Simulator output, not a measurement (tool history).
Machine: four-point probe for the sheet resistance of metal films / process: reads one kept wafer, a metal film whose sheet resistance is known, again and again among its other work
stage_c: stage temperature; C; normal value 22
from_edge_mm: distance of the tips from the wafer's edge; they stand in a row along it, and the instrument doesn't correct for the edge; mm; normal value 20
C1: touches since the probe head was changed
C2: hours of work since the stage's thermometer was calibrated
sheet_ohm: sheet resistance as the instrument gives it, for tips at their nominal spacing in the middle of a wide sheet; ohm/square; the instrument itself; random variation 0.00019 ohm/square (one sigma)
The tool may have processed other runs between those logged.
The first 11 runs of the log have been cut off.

Run 12, hour 606.5: usual settings but stage_c 31 C; C1 61290; C2 1251. Result: sheet_ohm 0.957652 ohm/square.
Run 13, hour 650.2: usual settings but stage_c 31 C; C1 62087; C2 1277. Result: sheet_ohm 0.957770 ohm/square.
Run 14, hour 724.6: usual settings but stage_c 32 C; C1 63448; C2 1321. Result: sheet_ohm 0.957659 ohm/square.
At hour 731.0: stage's thermometer calibrated.
Run 15, hour 770.2: usual settings but stage_c 29 C; C1 64271; C2 23. Result: sheet_ohm 0.957333 ohm/square.
Run 16, hour 826.1: usual settings but stage_c 29 C; C1 65293; C2 57. Result: sheet_ohm 0.957656 ohm/square.
Run 17, hour 879.2: usual settings; C1 66263; C2 89. Result: sheet_ohm 0.956591 ohm/square.
At hour 920.3: stage's thermometer calibrated, once more.
Run 18, hour 955.4: usual settings but stage_c 32 C; C1 67647; C2 21. Result: sheet_ohm 0.959795 ohm/square.
Run 19, hour 1009.8: usual settings but stage_c 32 C; C1 68639; C2 54. Result: sheet_ohm 0.959509 ohm/square.
Run 20, hour 1080.5: usual settings but stage_c 32 C; C1 69932; C2 96. Result: sheet_ohm 0.959719 ohm/square.
Run 21, hour 1136.1: usual settings; C1 70948; C2 129. Result: sheet_ohm 0.958837 ohm/square.
Run 22, hour 1177.2: usual settings; C1 71699; C2 154. Result: sheet_ohm 0.959031 ohm/square.
Run 23, hour 1219.5: usual settings; C1 72472; C2 179. Result: sheet_ohm 0.959007 ohm/square.
Run 24, hour 1266.2: usual settings but stage_c 25 C; C1 73326; C2 207. Result: sheet_ohm 0.959087 ohm/square.
Run 25, hour 1338.9: usual settings but stage_c 30 C, from_edge_mm 15 mm; C1 74654; C2 251. Result: sheet_ohm 0.960093 ohm/square.
Run 26, hour 1406.4: usual settings but stage_c 30 C, from_edge_mm 15 mm; C1 75887; C2 291. Result: sheet_ohm 0.960255 ohm/square.
Run 27, hour 1483.8: usual settings but stage_c 30 C, from_edge_mm 15 mm; C1 77301; C2 338. Result: sheet_ohm 0.960485 ohm/square.
Run 28, hour 1546.9: usual settings but stage_c 30 C, from_edge_mm 15 mm; C1 78454; C2 375. Result: sheet_ohm 0.960056 ohm/square.
Run 29, hour 1616.0: usual settings but stage_c 20 C, from_edge_mm 7 mm; C1 79718; C2 417. Result: sheet_ohm 0.961368 ohm/square.
Run 30, hour 1663.1: usual settings but stage_c 20 C, from_edge_mm 4 mm; C1 80577; C2 445. Result: sheet_ohm 0.967234 ohm/square.
Run 31, hour 1719.7: usual settings but stage_c 26 C, from_edge_mm 7 mm; C1 81611; C2 479. Result: sheet_ohm 0.961819 ohm/square.
Run 32, hour 1773.6: usual settings but stage_c 26 C, from_edge_mm 7 mm; C1 82597; C2 511. Result: sheet_ohm 0.961806 ohm/square.
Run 33, hour 1805.3: usual settings but stage_c 34 C, from_edge_mm 43 mm; C1 83176; C2 530. Result: sheet_ohm 0.959831 ohm/square.
Run 34, hour 1857.6: usual settings but stage_c 34 C, from_edge_mm 9 mm; C1 84131; C2 561. Result: sheet_ohm 0.961615 ohm/square.

Run 35 is up next; what results do you expect?
Run 35, hour 1921.0: usual settings but stage_c 19 C, from_edge_mm 4 mm; C1 85290; C2 599. Result: sheet_ohm ?.

Run 35 produced sheet_ohm 0.966936 ohm/square.
With the hidden condition absent and the run-to-run variation left alone, this run would have shown sheet_ohm 0.963022 ohm/square.

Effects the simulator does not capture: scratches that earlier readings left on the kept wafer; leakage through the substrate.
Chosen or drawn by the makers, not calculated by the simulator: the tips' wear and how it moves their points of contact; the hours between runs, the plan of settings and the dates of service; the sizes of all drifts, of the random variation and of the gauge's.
